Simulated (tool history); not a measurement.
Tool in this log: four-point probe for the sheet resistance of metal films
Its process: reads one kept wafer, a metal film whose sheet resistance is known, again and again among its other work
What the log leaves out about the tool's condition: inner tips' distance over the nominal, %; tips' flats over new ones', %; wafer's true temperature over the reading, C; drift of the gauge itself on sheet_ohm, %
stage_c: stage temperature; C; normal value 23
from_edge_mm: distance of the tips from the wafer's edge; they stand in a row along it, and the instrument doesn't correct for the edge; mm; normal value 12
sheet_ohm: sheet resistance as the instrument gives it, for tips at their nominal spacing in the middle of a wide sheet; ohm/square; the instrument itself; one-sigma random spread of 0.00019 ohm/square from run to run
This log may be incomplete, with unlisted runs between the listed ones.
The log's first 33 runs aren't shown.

| run | day | stage_c | from_edge_mm | touches since the probe head was changed | hours of work since the stage's thermometer was calibrated | sheet_ohm |
|---|---|---|---|---|---|---|
| 34 | 83.308 | 20 | 61 | 133234 | 1339 | 0.914177 |
| 35 | 85.175 | 20 | 61 | 134407 | 1368 | 0.913888 |
| 36 | 88.625 | 20 | 61 | 136571 | 1421 | 0.913988 |
| 37 | 90.767 | 20 | 24 | 137915 | 1453 | 0.915046 |
| 38 | 94.346 | 31 | 59 | 140163 | 1508 | 0.924349 |
| 39 | 97.517 | 31 | 59 | 142152 | 1557 | 0.924269 |
| 40 | 99.788 | 31 | 59 | 143578 | 1592 | 0.924326 |
| 41 | 102.646 | 23 | 15 | 145371 | 1635 | 0.919564 |
| 42 | 106.433 | 31 | 3 | 147748 | 1693 | 1.004794 |
| 43 | 107.988 | 25 | 38 | 148724 | 1717 | 0.918552 |
| 44 | 111.329 | 26 | 34 | 150821 | 1768 | 0.919582 |

Each row is a separate what-if for the run after 44, all from the same tool condition, not one after another. Results?
| A | 113.212 | 26 | 8 | 152003 | 1797 | ? |
| B | 113.212 | 19 | 8 | 152003 | 1797 | ? |
| C | 113.212 | 24 | 34 | 152003 | 1797 | ? |

| run | sheet_ohm |
|---|---|
| A | 0.931405 |
| B | 0.924617 |
| C | 0.917613 |
Without the tool's hidden state the same runs would have given:
| run | sheet_ohm |
|---|---|
| A | 0.939602 |
| B | 0.932718 |
| C | 0.925688 |
